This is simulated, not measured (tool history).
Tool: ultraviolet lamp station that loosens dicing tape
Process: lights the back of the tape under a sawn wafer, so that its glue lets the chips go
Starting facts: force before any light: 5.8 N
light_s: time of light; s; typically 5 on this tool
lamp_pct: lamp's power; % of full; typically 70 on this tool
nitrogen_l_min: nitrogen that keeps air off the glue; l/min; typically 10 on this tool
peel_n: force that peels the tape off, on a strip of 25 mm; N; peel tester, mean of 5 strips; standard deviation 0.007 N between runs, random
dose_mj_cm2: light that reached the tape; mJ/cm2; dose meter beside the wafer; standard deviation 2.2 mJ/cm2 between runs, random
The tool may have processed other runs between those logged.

run,hour,light_s,lamp_pct,nitrogen_l_min,peel_n,dose_mj_cm2
1,0.0,5,70,10,0.297,172
2,12.1,5,70,10,0.318,173
3,23.5,5,70,10,0.315,167
4,41.6,5,70,5,0.573,171
5,56.6,5,70,5,0.594,167
6,73.4,5,70,10,0.327,170
7,91.8,5,70,3,0.890,163
8,108.0,5,70,3,0.917,161
9,122.5,5,70,3,0.904,162
10,142.4,5,70,3,0.914,161
11,161.1,5,70,10,0.346,161
12,176.3,5,74,10,0.307,171
13,198.7,4,70,10,0.562,127
14,222.0,5,70,10,0.355,154
15,239.9,5,70,10,0.386,158
16,251.5,5,70,10,0.379,150
17,275.6,5,70,10,0.390,154
18,294.7,5,96,10,0.202,207
19,307.0,10,81,15,0.112,353
20,328.8,10,78,10,0.119,332
21,348.7,10,78,10,0.120,334
22,370.1,10,78,10,0.112,326
23,393.5,10,88,17,0.114,365
24,410.0,10,88,17,0.110,362
25,423.1,5,77,10,0.353,163
26,444.1,2,67,5,2.639,55
27,470.1,2,67,5,2.563,54
28,494.7,6,61,9,0.468,144
29,521.2,6,67,9,0.391,160
# hour 523.7: window cleaned of glue's vapour
30,545.6,4,77,6,0.692,138
31,560.0,5,63,10,0.441,142

Expected results for the next run?
32,581.5,5,63,10,?,?

Run 32 measured peel_n 0.440 N, dose_mj_cm2 140 mJ/cm2.
Minus the tool's unlogged condition, the same run would have read peel_n 0.292 N, dose_mj_cm2 168 mJ/cm2.

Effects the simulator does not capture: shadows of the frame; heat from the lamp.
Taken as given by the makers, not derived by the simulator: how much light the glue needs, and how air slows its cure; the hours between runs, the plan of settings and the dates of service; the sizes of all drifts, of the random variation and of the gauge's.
